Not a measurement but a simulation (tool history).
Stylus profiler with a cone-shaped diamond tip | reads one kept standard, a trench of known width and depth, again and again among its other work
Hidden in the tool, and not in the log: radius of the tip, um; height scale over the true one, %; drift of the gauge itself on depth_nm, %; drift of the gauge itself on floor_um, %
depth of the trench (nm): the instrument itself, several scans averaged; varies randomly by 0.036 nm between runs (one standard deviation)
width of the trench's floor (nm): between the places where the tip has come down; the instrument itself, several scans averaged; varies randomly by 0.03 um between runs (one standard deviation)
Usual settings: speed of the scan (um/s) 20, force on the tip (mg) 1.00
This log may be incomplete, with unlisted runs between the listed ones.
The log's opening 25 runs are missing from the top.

run   hour  speed of the scan (um/s)  force on the tip (mg)  scans with this tip  hours of work since the height scale was calibrated  depth of the trench (nm)  width of the trench's floor (nm)
 26  413.0                        20                   1.00                 6438                                                  459                    100.44                             18060
 27  434.4                        20                   1.00                 6635                                                  474                    100.39                             18080
 28  454.1                        19                   1.00                 6816                                                  486                    100.41                             18020
 29  464.7                        62                   2.98                 6914                                                  493                    101.18                             17930
 30  480.7                        72                   1.04                 7060                                                  504                    100.43                             17750
 31  495.9                        45                   1.55                 7201                                                  514                    100.65                             17860
 32  514.1                        43                   1.04                 7368                                                  526                    100.40                             17910
 33  526.0                        43                   1.04                 7477                                                  534                    100.50                             17870
 34  546.8                        34                   0.63                 7668                                                  547                    100.21                             17830
 35  556.9                        56                   2.53                 7761                                                  554                    100.95                             17920
 36  573.5                        16                   1.55                 7914                                                  565                    100.65                             18020
 37  593.6                        79                   1.92                 8099                                                  578                    100.72                             17730
 38  608.1                        73                   1.08                 8233                                                  588                    100.36                             17680

What will run 39 give?
 39  618.1                         9                   2.10                 8324                                                  594                         ?                                 ?

Logged for run 39: depth of the trench (nm) 100.79, width of the trench's floor (nm) 18010.
If the tool had no hidden condition, the same run with the same run-to-run variation would have returned depth of the trench (nm) 101.07, width of the trench's floor (nm) 18750.
